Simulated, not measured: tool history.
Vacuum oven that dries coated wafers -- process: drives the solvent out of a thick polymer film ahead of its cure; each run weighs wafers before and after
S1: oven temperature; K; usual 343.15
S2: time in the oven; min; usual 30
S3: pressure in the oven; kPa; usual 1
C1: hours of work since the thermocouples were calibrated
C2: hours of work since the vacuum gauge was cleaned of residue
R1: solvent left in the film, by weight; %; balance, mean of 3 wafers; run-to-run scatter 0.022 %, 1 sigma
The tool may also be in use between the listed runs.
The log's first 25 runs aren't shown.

Run 26, hour 312.4: usual settings; C1 279; C2 7. Result: R1 3.95 %.
Run 27, hour 327: usual settings but S1 346.15 K, S2 18 min, S3 0.55 kPa; C1 289; C2 18. Result: R1 5.44 %.
Run 28, hour 341.9: usual settings but S1 341.15 K, S2 52 min, S3 1.6 kPa; C1 301; C2 29. Result: R1 2.87 %.
Run 29, hour 352.3: usual settings but S3 1.28 kPa; C1 308; C2 37. Result: R1 4.2 %.
Run 30, hour 362.4: usual settings but S3 1.28 kPa; C1 316; C2 44. Result: R1 4.22 %.
Run 31, hour 378.1: usual settings but S3 1.28 kPa; C1 327; C2 56. Result: R1 4.21 %.
Run 32, hour 386.2: usual settings but S3 1.28 kPa; C1 333; C2 62. Result: R1 4.22 %.
Run 33, hour 400.7: usual settings but S1 330.15 K, S2 33 min, S3 0.76 kPa; C1 344; C2 72. Result: R1 7.71 %.
Run 34, hour 415.4: usual settings but S1 330.15 K, S2 33 min, S3 0.76 kPa; C1 355; C2 83. Result: R1 7.7 %.
Run 35, hour 428.7: usual settings but S1 347.15 K, S2 17 min, S3 2.83 kPa; C1 365; C2 93. Result: R1 6.95 %.
Run 36, hour 445.1: usual settings but S1 347.15 K, S2 17 min, S3 2.83 kPa; C1 377; C2 105. Result: R1 6.97 %.
Run 37, hour 458.8: usual settings but S2 49 min, S3 0.56 kPa; C1 387; C2 115. Result: R1 1.63 %.
Run 38, hour 470.5: usual settings but S2 49 min, S3 0.56 kPa; C1 395; C2 124. Result: R1 1.65 %.
Run 39, hour 486.3: usual settings but S1 357.15 K, S2 32 min, S3 1.69 kPa; C1 407; C2 135. Result: R1 1.43 %.
Run 40, hour 503.1: usual settings but S1 351.15 K, S2 18 min, S3 0.59 kPa; C1 419; C2 148. Result: R1 3.88 %.
Run 41, hour 519.6: usual settings but S1 351.15 K, S2 18 min, S3 0.59 kPa; C1 431; C2 160. Result: R1 3.87 %.
Run 42, hour 526.6: usual settings but S1 351.15 K, S2 18 min, S3 0.59 kPa; C1 437; C2 165. Result: R1 3.95 %.
Run 43, hour 534.3: usual settings but S1 351.15 K, S2 18 min, S3 0.59 kPa; C1 442; C2 171. Result: R1 3.91 %.
Run 44, hour 544.2: usual settings but S1 351.15 K, S2 18 min, S3 0.59 kPa; C1 450; C2 178. Result: R1 3.88 %.
Run 45, hour 559.7: usual settings but S1 341.15 K, S2 22 min, S3 1.11 kPa; C1 461; C2 189. Result: R1 6.4 %.
Run 46, hour 568.3: usual settings but S1 341.15 K, S2 22 min, S3 1.11 kPa; C1 467; C2 196. Result: R1 6.4 %.

Branching from run 46: 4 alternative next runs. What would each branch give?
Run A, hour 579.2: usual settings but S1 330.15 K, S2 24 min, S3 0.63 kPa; C1 475; C2 204. Result: R1 ?.
Run B, hour 579.2: usual settings but S1 355.15 K, S2 32 min, S3 3.86 kPa; C1 475; C2 204. Result: R1 ?.
Run C, hour 579.2: usual settings but S1 340.15 K, S2 20 min, S3 1.12 kPa; C1 475; C2 204. Result: R1 ?.
Run D, hour 579.2: usual settings but S1 341.15 K, S2 25 min, S3 1.39 kPa; C1 475; C2 204. Result: R1 ?.

run    R1
  A  9.26
  B  3.01
  C  7.24
  D   5.9
Without the tool's unlogged condition, the same runs would have read:
run    R1
  A   9.3
  B  3.02
  C  7.31
  D  5.97
